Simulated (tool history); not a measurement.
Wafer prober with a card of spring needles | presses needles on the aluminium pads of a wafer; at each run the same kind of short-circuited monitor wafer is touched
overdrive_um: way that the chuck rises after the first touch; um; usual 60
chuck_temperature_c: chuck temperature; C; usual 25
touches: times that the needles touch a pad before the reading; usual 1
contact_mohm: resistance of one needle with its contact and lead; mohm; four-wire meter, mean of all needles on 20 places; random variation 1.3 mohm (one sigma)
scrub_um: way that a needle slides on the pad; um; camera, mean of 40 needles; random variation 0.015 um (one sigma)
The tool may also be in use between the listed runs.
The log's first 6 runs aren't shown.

run     day  overdrive_um  chuck_temperature_c  touches  touches since the tips were cleaned  cleanings since the card got new needles  touches since the first contact's height was set  contact_mohm  scrub_um
     11.892  -- tips cleaned on abrasive film
  7  12.900            52                   25        1                                 5706                                        41                                             14761           208     11.76
     13.308  -- tips cleaned on abrasive film
     14.725  -- tips cleaned on abrasive film
  8  15.679            60                   25        1                                 5427                                        43                                             30502           184     13.53
     16.083  -- tips cleaned on abrasive film
     17.554  -- tips cleaned on abrasive film
  9  17.833            60                   25        1                                 1582                                        45                                             42688           153     13.51
     18.921  -- tips cleaned on abrasive film
 10  20.196            60                   25        1                                 7243                                        46                                             56076           186     13.51
     20.333  -- tips cleaned on abrasive film
     21.846  -- tips cleaned on abrasive film
 11  22.900            60                   25        1                                 5996                                        48                                             71378           189     13.47
     23.312  -- tips cleaned on abrasive film
     24.646  -- tips cleaned on abrasive film
 12  24.900            60                   25        1                                 1430                                        50                                             82675           145     13.44
     25.825  -- height of the first contact set anew
     26.083  -- tips cleaned on abrasive film
 13  26.812            60                   25        1                                 4129                                        51                                              5587           182     13.58
     27.400  -- tips cleaned on abrasive film
     28.829  -- tips cleaned on abrasive film
 14  29.142            60                   25        1                                 1775                                        53                                             18758           149     13.54
     30.208  -- tips cleaned on abrasive film
 15  30.571            60                   25        1                                 2054                                        54                                             26853           163     13.54
     31.575  -- tips cleaned on abrasive film
     33.062  -- tips cleaned on abrasive film
 16  33.062            76                   25        1                                    0                                        56                                             40953           111     17.11
     34.538  -- tips cleaned on abrasive film
 17  34.871            76                   25        1                                 1911                                        57                                             51202           138     17.09
     35.912  -- tips cleaned on abrasive film
 18  36.129            76                   25        1                                 1230                                        58                                             58311           132     17.11
     37.329  -- tips cleaned on abrasive film
 19  38.233            76                   25        1                                 5119                                        59                                             70230           156     17.09
     38.783  -- tips cleaned on abrasive film
 20  39.900            76                   25        1                                 6343                                        60                                             79682           161     17.06
     40.212  -- tips cleaned on abrasive film
     41.308  -- height of the first contact set anew
     41.662  -- tips cleaned on abrasive film
 21  41.892            76                   25        1                                 1309                                        62                                              3291           135     17.22
     43.092  -- tips cleaned on abrasive film
 22  43.975            65                   36        2                                 5015                                        63                                             15103           149     14.68
     44.579  -- tips cleaned on abrasive film
 23  45.342            55                   66        3                                 4332                                        64                                             22823           149     12.44
     45.892  -- tips cleaned on abrasive film
 24  46.771            55                  101        3                                 4987                                        65                                             30907           152     12.37
     47.267  -- tips cleaned on abrasive film
 25  48.450            60                   41        1                                 6708                                        66                                             40429           192     13.50
     48.683  -- tips cleaned on abrasive film
     50.129  -- tips cleaned on abrasive film
 26  50.571            47                   91        2                                 2514                                        68                                             52431           169     10.53
     51.688  -- tips cleaned on abrasive film
     53.125  -- tips cleaned on abrasive film
 27  53.212            67                   37        2                                  477                                        70                                             67359           124     15.04
     54.562  -- tips cleaned on abrasive film
 28  55.217            68                   25        1                                 3715                                        71                                             78720           163     15.27
     55.912  -- tips cleaned on abrasive film
 29  56.404            60                   25        2                                 2802                                        72                                             85443           151     13.40
     56.875  -- height of the first contact set anew
     57.271  -- tips cleaned on abrasive film
 30  58.421            54                   25        1                                 6515                                        73                                              8739           212     12.20
     58.750  -- tips cleaned on abrasive film
 31  59.942            56                  114        1                                 6742                                        74                                             17343           203     12.66

Forecast each of these 4 alternatives for the next run:
     60.217  -- tips cleaned on abrasive film
     61.658  -- tips cleaned on abrasive film
  A  62.254            47                  114        1                                 3381                                        76                                             30435             ?         ?
     60.217  -- tips cleaned on abrasive film
     61.658  -- tips cleaned on abrasive film
  B  62.254            58                   25        1                                 3381                                        76                                             30435             ?         ?
     60.217  -- tips cleaned on abrasive film
     61.658  -- tips cleaned on abrasive film
  C  62.254            56                  105        2                                 3381                                        76                                             30435             ?         ?
     60.217  -- tips cleaned on abrasive film
     61.658  -- tips cleaned on abrasive film
  D  62.254            73                   63        2                                 3381                                        76                                             30435             ?         ?

run  contact_mohm  scrub_um
  A           213     10.58
  B           179     13.07
  C           160     12.63
  D           140     16.47
Without the tool's hidden state the same runs would have given:
run  contact_mohm  scrub_um
  A           128     10.63
  B           112     13.12
  C           122     12.69
  D           114     16.53
